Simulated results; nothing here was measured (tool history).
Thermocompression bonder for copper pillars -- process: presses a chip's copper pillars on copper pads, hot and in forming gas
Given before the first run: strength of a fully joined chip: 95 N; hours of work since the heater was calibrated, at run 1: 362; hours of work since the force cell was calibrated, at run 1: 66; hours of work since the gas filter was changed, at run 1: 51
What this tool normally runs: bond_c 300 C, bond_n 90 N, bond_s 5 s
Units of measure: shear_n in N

| run | hour | bond_c | bond_n | bond_s | hours of work since the heater was calibrated | hours of work since the force cell was calibrated | hours of work since the gas filter was changed | shear_n |
|---|---|---|---|---|---|---|---|---|
| 1 | 0 | 300 | 90 | 5 | 362 | 66 | 51 | 53.2 |
| 2 | 8.4 | 320 | 90 | 5 | 367 | 72 | 57 | 62.3 |
| 3 | 12.6 | 320 | 90 | 5 | 370 | 75 | 60 | 62.8 |
| 4 | 22.2 | 320 | 90 | 5 | 377 | 82 | 66 | 62.8 |
| 5 | 29.1 | 320 | 90 | 5 | 382 | 86 | 71 | 62.1 |
| 6 | 38.1 | 320 | 90 | 5 | 388 | 93 | 78 | 63.4 |
| 7 | 45.5 | 320 | 90 | 6 | 393 | 98 | 83 | 65.9 |
| 8 | 53.7 | 300 | 90 | 5 | 399 | 103 | 88 | 53.3 |
| 9 | 59.6 | 300 | 90 | 5 | 403 | 108 | 92 | 53.5 |
| 10 | 69 | 300 | 90 | 5 | 410 | 114 | 99 | 52.7 |
| 11 | 74.9 | 300 | 90 | 5 | 414 | 118 | 103 | 53 |
| 12 | 83.5 | 300 | 90 | 5 | 420 | 124 | 109 | 53.8 |
| 13 | 87.9 | 300 | 90 | 5 | 423 | 127 | 112 | 52.5 |
| 14 | 91.7 | 300 | 60 | 5 | 425 | 130 | 115 | 35.8 |
|  | 93.8 | force cell calibrated |
| 15 | 99.4 | 300 | 60 | 5 | 430 | 4 | 119 | 35.6 |
| 16 | 108.6 | 320 | 90 | 5 | 436 | 10 | 125 | 62.4 |
| 17 | 114.2 | 320 | 90 | 5 | 440 | 14 | 129 | 63.1 |
| 18 | 123.4 | 300 | 90 | 3 | 446 | 21 | 136 | 45 |
| 19 | 129.7 | 300 | 90 | 5 | 451 | 25 | 140 | 52.7 |
|  | 133.9 | force cell calibrated, once more |
| 20 | 137.1 | 300 | 90 | 5 | 455 | 2 | 144 | 52.4 |
| 21 | 143.3 | 300 | 90 | 5 | 459 | 7 | 149 | 52.3 |
| 22 | 148.1 | 294 | 61 | 5 | 463 | 10 | 152 | 33.5 |
| 23 | 152 | 294 | 61 | 5 | 465 | 13 | 155 | 33.5 |
| 24 | 158.9 | 295 | 72 | 5 | 470 | 17 | 159 | 40.5 |
| 25 | 166.9 | 286 | 100 | 5 | 476 | 23 | 165 | 49.9 |
| 26 | 176.3 | 275 | 66 | 7 | 482 | 29 | 172 | 33.3 |
| 27 | 181.6 | 299 | 79 | 5 | 486 | 33 | 175 | 45.2 |
| 28 | 189.4 | 300 | 90 | 6 | 491 | 39 | 181 | 55.3 |
| 29 | 198.5 | 300 | 90 | 6 | 498 | 45 | 187 | 55.3 |
| 30 | 207.3 | 302 | 75 | 4 | 504 | 51 | 193 | 42.3 |
| 31 | 215.4 | 296 | 87 | 4 | 509 | 57 | 199 | 45.7 |
| 32 | 221.3 | 296 | 87 | 4 | 513 | 61 | 203 | 45.4 |
| 33 | 227.3 | 329 | 93 | 14 | 518 | 65 | 207 | 81.4 |
| 34 | 231.6 | 319 | 93 | 10 | 521 | 68 | 210 | 73.2 |
| 35 | 238.3 | 271 | 91 | 7 | 525 | 73 | 215 | 44.1 |
| 36 | 244.7 | 315 | 91 | 3 | 530 | 77 | 219 | 50.9 |
| 37 | 250.4 | 288 | 71 | 5 | 534 | 81 | 223 | 36.3 |
| 38 | 258.6 | 280 | 71 | 6 | 539 | 87 | 229 | 35.5 |
| 39 | 267.8 | 311 | 122 | 11 | 546 | 93 | 235 | 80.5 |

How the hidden state differs across the entries between the runs, from the last listed run before each to the first after it:
From run 14 to run 15: force cell calibrated (hour 93.8)
  force that reaches the chip, % of what is set: 100.9 -> 101.3; oxide that the forming gas leaves, % of the face: 3.54 -> 3.66
  measured less the result without the state, shear_n: +2.4 -> +2.5 N
From run 19 to run 20: force cell calibrated, once more (hour 133.9)
  force that reaches the chip, % of what is set: 101.4 -> 100.1; oxide that the forming gas leaves, % of the face: 4.2 -> 4.3
  measured less the result without the state, shear_n: +2.8 -> +2.2 N
